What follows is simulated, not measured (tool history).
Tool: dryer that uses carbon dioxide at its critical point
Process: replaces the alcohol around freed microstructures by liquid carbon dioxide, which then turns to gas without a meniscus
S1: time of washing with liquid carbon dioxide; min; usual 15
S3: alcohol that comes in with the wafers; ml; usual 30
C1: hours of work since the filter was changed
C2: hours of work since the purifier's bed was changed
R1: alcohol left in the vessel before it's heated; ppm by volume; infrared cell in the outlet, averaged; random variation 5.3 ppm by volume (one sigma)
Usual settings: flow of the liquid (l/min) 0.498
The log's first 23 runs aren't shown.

Run 24, hour 455.7: usual settings but S1 12 min; C1 170; C2 184. Result: R1 421 ppm by volume.
Run 25, hour 474.5: usual settings but S1 14 min, flow of the liquid (l/min) 0.67, S3 49 ml; C1 177; C2 190. Result: R1 104 ppm by volume.
Run 26, hour 486.3: usual settings but S1 10 min, flow of the liquid (l/min) 0.449, S3 87 ml; C1 181; C2 195. Result: R1 3358 ppm by volume.
Run 27, hour 502.2: usual settings but S1 21 min, flow of the liquid (l/min) 0.449, S3 93 ml; C1 187; C2 200. Result: R1 159 ppm by volume.
Run 28, hour 515: usual settings but S1 17 min, flow of the liquid (l/min) 0.391, S3 54 ml; C1 191; C2 205. Result: R1 504 ppm by volume.
Run 29, hour 535.2: usual settings but S1 17 min, flow of the liquid (l/min) 0.391, S3 54 ml; C1 199; C2 212. Result: R1 513 ppm by volume.
Run 30, hour 559.4: usual settings but S1 11 min, flow of the liquid (l/min) 0.502, S3 66 ml; C1 207; C2 221. Result: R1 1242 ppm by volume.
Run 31, hour 579.5: usual settings but flow of the liquid (l/min) 0.342; C1 215; C2 228. Result: R1 820 ppm by volume.
Run 32, hour 605.1: usual settings but flow of the liquid (l/min) 0.342; C1 224; C2 237. Result: R1 836 ppm by volume.
Run 33, hour 620.3: usual settings but flow of the liquid (l/min) 0.342; C1 229; C2 243. Result: R1 851 ppm by volume.
Run 34, hour 639.6: usual settings but S1 11 min, flow of the liquid (l/min) 0.342, S3 60 ml; C1 236; C2 250. Result: R1 4225 ppm by volume.
Run 35, hour 652: usual settings but S1 16 min, flow of the liquid (l/min) 0.505, S3 24 ml; C1 241; C2 254. Result: R1 148 ppm by volume.
Run 36, hour 671.1: usual settings but S1 16 min, flow of the liquid (l/min) 0.505, S3 24 ml; C1 248; C2 261. Result: R1 140 ppm by volume.
Run 37, hour 682.7: usual settings but S1 20 min; C1 252; C2 265. Result: R1 101 ppm by volume.
Run 38, hour 710.2: usual settings but S1 20 min; C1 262; C2 275. Result: R1 93 ppm by volume.
Run 39, hour 737.9: usual settings but flow of the liquid (l/min) 0.416; C1 272; C2 285. Result: R1 429 ppm by volume.
Run 40, hour 764.4: usual settings but flow of the liquid (l/min) 0.416; C1 281; C2 295. Result: R1 435 ppm by volume.
Run 41, hour 788.1: usual settings but S1 17 min, flow of the liquid (l/min) 0.801, S3 26 ml; C1 290; C2 303. Result: R1 91 ppm by volume.
Run 42, hour 812.4: usual settings but S1 10 min, flow of the liquid (l/min) 0.61, S3 53 ml; C1 298; C2 312. Result: R1 720 ppm by volume.
Run 43, hour 827: usual settings but S1 22 min, flow of the liquid (l/min) 0.384, S3 114 ml; C1 304; C2 317. Result: R1 380 ppm by volume.
Run 44, hour 849.4: usual settings but S1 19 min, flow of the liquid (l/min) 0.732, S3 22 ml; C1 312; C2 325. Result: R1 99 ppm by volume.
Run 45, hour 866.3: usual settings but S1 19 min, flow of the liquid (l/min) 0.732, S3 22 ml; C1 318; C2 331. Result: R1 101 ppm by volume.
Run 46, hour 886.8: usual settings but S1 19 min, flow of the liquid (l/min) 0.732, S3 22 ml; C1 325; C2 339. Result: R1 100 ppm by volume.
Run 47, hour 900: usual settings but S1 19 min, flow of the liquid (l/min) 0.732, S3 22 ml; C1 330; C2 343. Result: R1 94 ppm by volume.
Run 48, hour 916.9: usual settings but S1 19 min, flow of the liquid (l/min) 0.732, S3 22 ml; C1 336; C2 350. Result: R1 102 ppm by volume.

Forecast each of these 3 alternatives for the next run:
Run A, hour 929.1: usual settings but S1 11 min, flow of the liquid (l/min) 0.779, S3 73 ml; C1 340; C2 354. Result: R1 ?.
Run B, hour 929.1: usual settings but S1 23 min, flow of the liquid (l/min) 0.732, S3 22 ml; C1 340; C2 354. Result: R1 ?.
Run C, hour 929.1: usual settings but S1 17 min, flow of the liquid (l/min) 0.732, S3 22 ml; C1 340; C2 354. Result: R1 ?.

run   R1
  A  228
  B  100
  C   96
Without the tool's hidden state the same runs would have given:
run  R1
  A  94
  B   5
  C   1
